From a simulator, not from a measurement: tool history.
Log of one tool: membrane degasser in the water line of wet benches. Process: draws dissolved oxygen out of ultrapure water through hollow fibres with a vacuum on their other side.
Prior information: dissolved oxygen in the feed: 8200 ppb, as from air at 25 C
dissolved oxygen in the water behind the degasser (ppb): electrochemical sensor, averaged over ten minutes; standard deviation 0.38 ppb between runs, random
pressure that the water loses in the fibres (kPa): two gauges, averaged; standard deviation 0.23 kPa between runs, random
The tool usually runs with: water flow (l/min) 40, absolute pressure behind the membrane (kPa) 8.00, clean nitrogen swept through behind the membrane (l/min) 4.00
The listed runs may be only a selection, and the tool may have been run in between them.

| run | day | water flow (l/min) | absolute pressure behind the membrane (kPa) | clean nitrogen swept through behind the membrane (l/min) | dissolved oxygen in the water behind the degasser (ppb) | pressure that the water loses in the fibres (kPa) |
|---|---|---|---|---|---|---|
| 1 | 0.000 | 40 | 8.00 | 4.00 | 116.2 | 58.72 |
| 2 | 2.529 | 40 | 8.00 | 4.26 | 110.4 | 58.64 |
| 3 | 4.983 | 40 | 6.72 | 4.00 | 87.0 | 59.04 |
| 4 | 7.538 | 40 | 8.00 | 4.00 | 116.7 | 59.43 |
| 5 | 9.058 | 40 | 8.00 | 2.10 | 206.8 | 58.66 |
| 6 | 10.504 | 40 | 8.00 | 4.00 | 116.3 | 59.00 |
| 7 | 12.100 | 40 | 8.00 | 4.00 | 116.6 | 59.31 |
| 8 | 14.971 | 40 | 8.00 | 4.00 | 116.4 | 59.10 |
| 9 | 16.500 | 40 | 8.00 | 4.00 | 116.4 | 59.20 |
| 10 | 17.908 | 40 | 8.00 | 4.00 | 116.6 | 58.86 |
| 11 | 20.354 | 40 | 8.00 | 4.00 | 116.7 | 59.51 |
| 12 | 22.804 | 40 | 8.00 | 4.00 | 117.3 | 59.17 |
| 13 | 25.179 | 40 | 8.00 | 4.00 | 117.6 | 59.05 |
| 14 | 27.408 | 40 | 9.24 | 4.00 | 145.8 | 59.17 |
| 15 | 30.175 | 40 | 9.24 | 4.00 | 145.9 | 58.95 |
| 16 | 32.529 | 55 | 8.00 | 4.63 | 140.1 | 81.56 |
| 17 | 34.462 | 55 | 10.13 | 4.63 | 196.3 | 81.24 |
| 18 | 36.492 | 36 | 9.53 | 2.06 | 251.5 | 53.09 |
| 19 | 39.625 | 40 | 10.55 | 4.00 | 175.8 | 59.12 |
| 20 | 41.233 | 40 | 10.55 | 4.00 | 176.5 | 59.27 |
| 21 | 43.608 | 40 | 10.55 | 4.00 | 177.3 | 59.47 |
| 22 | 46.062 | 40 | 10.55 | 4.00 | 176.1 | 59.09 |
| 23 | 48.167 | 47 | 8.00 | 4.00 | 137.0 | 69.55 |
| 24 | 49.525 | 35 | 9.63 | 8.68 | 65.7 | 51.91 |

Estimate the outcome of run 25 from the log above:
| 25 | 51.533 | 35 | 9.63 | 8.68 | ? | ? |

Run 25 produced dissolved oxygen in the water behind the degasser (ppb) 65.9, pressure that the water loses in the fibres (kPa) 51.99.
Take away the tool's hidden state, keep the run-to-run variation as it was, and the same run would have given dissolved oxygen in the water behind the degasser (ppb) 64.0, pressure that the water loses in the fibres (kPa) 51.58.
